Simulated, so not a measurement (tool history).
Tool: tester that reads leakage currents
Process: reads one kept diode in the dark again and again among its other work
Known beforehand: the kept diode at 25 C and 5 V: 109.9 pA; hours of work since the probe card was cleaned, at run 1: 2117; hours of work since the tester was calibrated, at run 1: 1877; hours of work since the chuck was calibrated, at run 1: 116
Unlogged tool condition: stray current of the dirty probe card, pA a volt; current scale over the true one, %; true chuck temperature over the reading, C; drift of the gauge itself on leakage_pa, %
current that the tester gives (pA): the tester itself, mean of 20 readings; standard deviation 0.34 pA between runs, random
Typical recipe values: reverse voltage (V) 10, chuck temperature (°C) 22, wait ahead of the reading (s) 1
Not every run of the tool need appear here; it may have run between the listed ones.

run,day,reverse voltage (V),chuck temperature (°C),wait ahead of the reading (s),hours of work since the probe card was cleaned,hours of work since the tester was calibrated,hours of work since the chuck was calibrated,current that the tester gives (pA)
1,0,10,22,1,2117,1877,116,124.63
2,2.933,10,22,1,2152,1913,152,124.25
3,4.975,10,22,1,2177,1937,176,124.35
4,9,10,22,1,2226,1986,225,124.13
# day 9.521: probe card cleaned and baked
5,12.346,10,22,1,34,2025,264,126.47
6,16.146,10,45,2.85,80,2071,310,749.2
7,18.471,8.6,45,0.57,108,2099,338,702.37
8,20.804,4,53,0.91,136,2127,366,942.1
9,23.25,1.5,32,1.79,166,2156,395,125.9
10,25.317,2.8,25,0.53,190,2181,420,92.08

Alternative continuations, all from the tool just after run 10; predict every row:
# day 27.162: probe card cleaned and baked, once more
A,28.075,3,25,0.53,11,2213,452,?
# day 27.162: probe card cleaned and baked, once more
B,28.075,6.5,23,0.53,11,2213,452,?
# day 27.162: probe card cleaned and baked, once more
C,28.075,6.2,22,1,11,2213,452,?

run,current that the tester gives (pA)
A,89.85
B,103.1
C,90.6
Stripped of hidden state, with their random variation kept, the same runs would have yielded:
run,current that the tester gives (pA)
A,92.77
B,106.38
C,93.59
